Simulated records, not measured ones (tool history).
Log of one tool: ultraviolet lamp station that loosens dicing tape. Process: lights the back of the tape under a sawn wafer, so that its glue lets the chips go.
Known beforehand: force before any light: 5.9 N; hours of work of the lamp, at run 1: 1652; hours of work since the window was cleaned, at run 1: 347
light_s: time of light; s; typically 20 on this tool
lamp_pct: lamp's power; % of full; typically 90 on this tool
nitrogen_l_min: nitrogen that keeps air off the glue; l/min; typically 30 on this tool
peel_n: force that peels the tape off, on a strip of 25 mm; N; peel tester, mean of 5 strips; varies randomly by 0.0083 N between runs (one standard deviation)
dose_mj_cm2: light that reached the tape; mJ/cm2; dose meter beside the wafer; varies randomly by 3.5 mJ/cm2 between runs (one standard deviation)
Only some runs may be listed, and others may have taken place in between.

| run | day | light_s | lamp_pct | nitrogen_l_min | hours of work of the lamp | hours of work since the window was cleaned | peel_n | dose_mj_cm2 |
|---|---|---|---|---|---|---|---|---|
| 1 | 0.000 | 20 | 90 | 30 | 1652 | 347 | 0.770 | 384 |
| 2 | 2.117 | 20 | 90 | 30 | 1686 | 381 | 0.770 | 378 |
| 3 | 4.738 | 20 | 90 | 30 | 1728 | 422 | 0.814 | 374 |
|  | 6.679 | window cleaned of glue's vapour |
| 4 | 7.317 | 20 | 90 | 10 | 1768 | 10 | 1.055 | 405 |
| 5 | 9.183 | 20 | 90 | 30 | 1798 | 40 | 0.711 | 399 |
| 6 | 11.667 | 20 | 90 | 30 | 1837 | 79 | 0.771 | 391 |
| 7 | 13.375 | 20 | 90 | 30 | 1864 | 106 | 0.786 | 387 |
| 8 | 15.054 | 20 | 90 | 30 | 1891 | 133 | 0.777 | 380 |
| 9 | 16.662 | 20 | 90 | 30 | 1916 | 158 | 0.763 | 383 |
| 10 | 18.129 | 21 | 90 | 30 | 1940 | 182 | 0.764 | 389 |
| 11 | 20.271 | 21 | 90 | 30 | 1974 | 216 | 0.772 | 380 |
|  | 20.912 | lamp changed |
| 12 | 21.842 | 21 | 90 | 30 | 15 | 240 | 0.337 | 572 |
| 13 | 23.358 | 13 | 90 | 30 | 39 | 264 | 0.903 | 350 |
| 14 | 24.921 | 18 | 90 | 34 | 64 | 289 | 0.471 | 477 |
| 15 | 26.875 | 31 | 90 | 15 | 95 | 320 | 0.213 | 822 |
| 16 | 28.112 | 20 | 75 | 45 | 114 | 339 | 0.525 | 434 |

Consider 4 possible next runs. They are alternatives, not a sequence: every one starts from the tool as it was left by run 16. What does each give?
| A | 29.679 | 20 | 83 | 9 | 139 | 364 | ? | ? |
| B | 29.679 | 20 | 99 | 19 | 139 | 364 | ? | ? |
| C | 29.679 | 20 | 73 | 31 | 139 | 364 | ? | ? |
| D | 29.679 | 20 | 66 | 30 | 139 | 364 | ? | ? |

| run | peel_n | dose_mj_cm2 |
|---|---|---|
| A | 0.798 | 479 |
| B | 0.392 | 564 |
| C | 0.632 | 421 |
| D | 0.794 | 379 |
Had the tool no hidden state, the same runs would have come out as:
| run | peel_n | dose_mj_cm2 |
|---|---|---|
| A | 0.643 | 537 |
| B | 0.305 | 633 |
| C | 0.502 | 473 |
| D | 0.639 | 426 |

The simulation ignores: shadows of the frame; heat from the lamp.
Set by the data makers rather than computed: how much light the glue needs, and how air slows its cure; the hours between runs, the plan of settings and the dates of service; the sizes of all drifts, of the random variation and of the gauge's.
